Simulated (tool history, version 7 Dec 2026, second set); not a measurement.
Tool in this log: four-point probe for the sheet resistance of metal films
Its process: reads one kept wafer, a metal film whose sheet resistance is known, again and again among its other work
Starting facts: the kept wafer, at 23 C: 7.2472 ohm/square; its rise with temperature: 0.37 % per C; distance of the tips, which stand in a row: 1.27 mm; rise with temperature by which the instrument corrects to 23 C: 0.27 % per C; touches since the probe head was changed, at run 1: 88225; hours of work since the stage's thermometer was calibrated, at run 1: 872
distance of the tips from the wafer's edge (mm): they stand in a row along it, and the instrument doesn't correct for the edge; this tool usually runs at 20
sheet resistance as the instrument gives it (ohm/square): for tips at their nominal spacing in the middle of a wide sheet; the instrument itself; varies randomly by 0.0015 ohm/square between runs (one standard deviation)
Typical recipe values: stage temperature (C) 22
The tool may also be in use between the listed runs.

| run | hour | stage temperature (C) | distance of the tips from the wafer's edge (mm) | touches since the probe head was changed | hours of work since the stage's thermometer was calibrated | sheet resistance as the instrument gives it (ohm/square) |
|---|---|---|---|---|---|---|
| 1 | 0 | 22 | 20 | 88225 | 872 | 7.294066 |
| 2 | 108.5 | 22 | 20 | 90649 | 920 | 7.293354 |
| 3 | 206 | 22 | 20 | 92830 | 963 | 7.294429 |
| 4 | 318.8 | 22 | 20 | 95350 | 1013 | 7.293718 |
| 5 | 386.8 | 22 | 20 | 96871 | 1044 | 7.296747 |
| 6 | 453 | 22 | 20 | 98350 | 1073 | 7.297478 |
| 7 | 519.8 | 22 | 20 | 99843 | 1103 | 7.300612 |
| 8 | 633.1 | 22 | 21 | 102376 | 1153 | 7.297297 |
| 9 | 703.1 | 20 | 20 | 103940 | 1185 | 7.285747 |
| 10 | 754.1 | 20 | 20 | 105080 | 1207 | 7.286723 |
| 11 | 862.8 | 20 | 20 | 107511 | 1256 | 7.2858 |
| 12 | 929.5 | 20 | 20 | 109001 | 1285 | 7.289414 |
| 13 | 997.4 | 20 | 20 | 110520 | 1316 | 7.289586 |
| 14 | 1088.1 | 22 | 20 | 112547 | 1356 | 7.302035 |
| 15 | 1203.3 | 22 | 20 | 115121 | 1407 | 7.303254 |
| 16 | 1275 | 22 | 20 | 116724 | 1439 | 7.304895 |
| 17 | 1385.1 | 22 | 20 | 119185 | 1488 | 7.306879 |
| 18 | 1492.5 | 27 | 20 | 121585 | 1536 | 7.34051 |
|  | 1500.5 | stage's thermometer calibrated |
| 19 | 1596.2 | 21 | 20 | 123892 | 43 | 7.303487 |
| 20 | 1689.4 | 22 | 20 | 125976 | 84 | 7.31102 |
| 21 | 1779 | 22 | 29 | 127979 | 124 | 7.303857 |
| 22 | 1868.1 | 22 | 5 | 129970 | 164 | 7.541819 |
|  | 1902.8 | stage's thermometer calibrated, once more |
| 23 | 1948.6 | 31 | 47 | 131758 | 20 | 7.356251 |
| 24 | 2065.3 | 21 | 62 | 134366 | 72 | 7.283741 |
| 25 | 2156.1 | 21 | 62 | 136395 | 113 | 7.28469 |
| 26 | 2258.9 | 22 | 16 | 138693 | 159 | 7.316784 |
| 27 | 2323.5 | 21 | 10 | 140137 | 187 | 7.346947 |
| 28 | 2431.3 | 21 | 10 | 142546 | 235 | 7.345439 |
| 29 | 2478.2 | 31 | 42 | 143594 | 256 | 7.356052 |
| 30 | 2571.2 | 22 | 7 | 145673 | 298 | 7.419238 |
| 31 | 2648.3 | 22 | 7 | 147398 | 332 | 7.418585 |
|  | 2698.2 | new probe head fitted |
| 32 | 2729.2 | 22 | 7 | 693 | 368 | 7.41231 |
| 33 | 2843.3 | 22 | 7 | 3244 | 418 | 7.412478 |
| 34 | 2923.3 | 24 | 3 | 5032 | 454 | 7.936209 |
| 35 | 2977.3 | 31 | 3 | 6239 | 478 | 7.990847 |
| 36 | 3027.1 | 31 | 3 | 7351 | 500 | 7.992144 |
| 37 | 3082 | 19 | 20 | 8580 | 525 | 7.281196 |
| 38 | 3130 | 21 | 3 | 9653 | 546 | 7.915432 |
| 39 | 3214.6 | 24 | 20 | 11543 | 584 | 7.316601 |
| 40 | 3307.3 | 19 | 5 | 13616 | 625 | 7.511362 |
| 41 | 3360.7 | 28 | 30 | 14808 | 649 | 7.337404 |
| 42 | 3454.7 | 24 | 6 | 16911 | 691 | 7.476367 |
| 43 | 3505.8 | 25 | 20 | 18052 | 713 | 7.32864 |
| 44 | 3606 | 25 | 20 | 20293 | 758 | 7.332174 |

Branching from run 44: 4 alternative next runs. What would each branch give?
| A | 3685.8 | 27 | 6 | 22076 | 794 | ? |
| B | 3685.8 | 18 | 20 | 22076 | 794 | ? |
| C | 3685.8 | 20 | 46 | 22076 | 794 | ? |
| D | 3685.8 | 18 | 7 | 22076 | 794 | ? |

| run | sheet resistance as the instrument gives it (ohm/square) |
|---|---|
| A | 7.502097 |
| B | 7.280068 |
| C | 7.280241 |
| D | 7.389687 |
The same runs, with their run-to-run variation unchanged, on a tool lacking any hidden condition would have given:
| run | sheet resistance as the instrument gives it (ohm/square) |
|---|---|
| A | 7.448654 |
| B | 7.227959 |
| C | 7.228163 |
| D | 7.33685 |
